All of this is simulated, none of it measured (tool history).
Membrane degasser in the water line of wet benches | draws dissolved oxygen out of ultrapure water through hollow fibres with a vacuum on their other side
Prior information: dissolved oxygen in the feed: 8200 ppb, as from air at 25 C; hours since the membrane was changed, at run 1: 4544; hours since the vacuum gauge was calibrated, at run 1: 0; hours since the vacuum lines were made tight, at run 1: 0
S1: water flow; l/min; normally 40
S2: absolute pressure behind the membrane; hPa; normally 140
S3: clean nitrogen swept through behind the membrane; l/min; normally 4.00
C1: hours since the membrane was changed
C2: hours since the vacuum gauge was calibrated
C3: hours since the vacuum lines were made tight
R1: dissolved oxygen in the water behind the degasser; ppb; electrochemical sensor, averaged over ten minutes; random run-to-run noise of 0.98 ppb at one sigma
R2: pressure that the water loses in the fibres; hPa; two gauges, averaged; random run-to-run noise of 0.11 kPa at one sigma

run	hour	S1	S2	S3	C1	C2	C3	R1	R2
1	0.0	40	140	4.00	4544	0	0	283.8	321.1
2	172.7	40	140	4.00	4717	173	173	284.6	322.9
3	346.9	40	140	4.00	4891	347	347	283.5	320.6
4	515.0	40	140	4.00	5059	515	515	282.9	322.8
5	646.6	40	140	4.00	5191	647	647	284.7	324.1
6	832.9	40	157	4.00	5377	833	833	323.2	322.6
7	960.7	40	157	4.00	5505	961	961	322.8	322.3
8	1086.7	40	157	4.00	5631	1087	1087	324.6	323.1
9	1265.7	40	157	4.00	5810	1266	1266	321.2	324.9
10	1441.1	40	318	4.00	5985	1441	1441	667.0	324.0
11	1621.3	45	140	4.00	6166	1621	1621	324.8	365.8
12	1793.3	49	140	4.00	6338	1793	1793	356.3	399.6
13	1969.0	40	140	4.00	6513	1969	1969	287.1	325.4
14	2091.3	40	140	4.00	6636	2091	2091	287.6	325.3
15	2265.1	28	181	4.00	6809	2265	2265	261.9	226.9
16	2362.6	28	137	4.00	6907	2363	2363	193.5	230.0
17	2522.5	28	137	4.00	7067	2522	2522	192.6	226.8
18	2642.5	52	181	4.00	7187	2642	2642	494.7	426.0
19	2789.3	52	273	2.95	7334	2789	2789	927.4	423.5
20	2910.4	40	119	2.63	7455	2910	2910	336.3	327.0
21	3064.5	25	120	6.33	7609	3064	3064	98.7	204.9
22	3160.4	40	140	6.11	7705	3160	3160	208.3	327.6
23	3279.6	40	140	6.11	7824	3280	3280	210.5	327.6
24	3421.6	40	176	9.47	7966	3422	3422	188.8	329.8
25	3506.4	53	140	11.55	8051	3506	3506	192.7	434.8
26	3647.2	27	340	4.52	8192	3647	3647	448.2	222.2
# hour 3759.0: vacuum gauge calibrated
27	3806.3	27	340	4.52	8350	47	3806	444.0	223.1

Alternative continuations, all from the tool just after run 27; predict every row:
A	3991.2	24	209	10.99	8535	232	3991	?	?
B	3991.2	34	146	7.85	8535	232	3991	?	?
C	3991.2	30	175	1.92	8535	232	3991	?	?
D	3991.2	55	319	2.17	8535	232	3991	?	?

run	R1	R2
A	108.6	196.5
B	148.5	279.8
C	505.8	246.1
D	1416.2	451.1
Without the tool's unlogged condition, the same runs would have read:
run	R1	R2
A	103.0	187.9
B	140.0	267.6
C	494.2	235.4
D	1396.7	431.4

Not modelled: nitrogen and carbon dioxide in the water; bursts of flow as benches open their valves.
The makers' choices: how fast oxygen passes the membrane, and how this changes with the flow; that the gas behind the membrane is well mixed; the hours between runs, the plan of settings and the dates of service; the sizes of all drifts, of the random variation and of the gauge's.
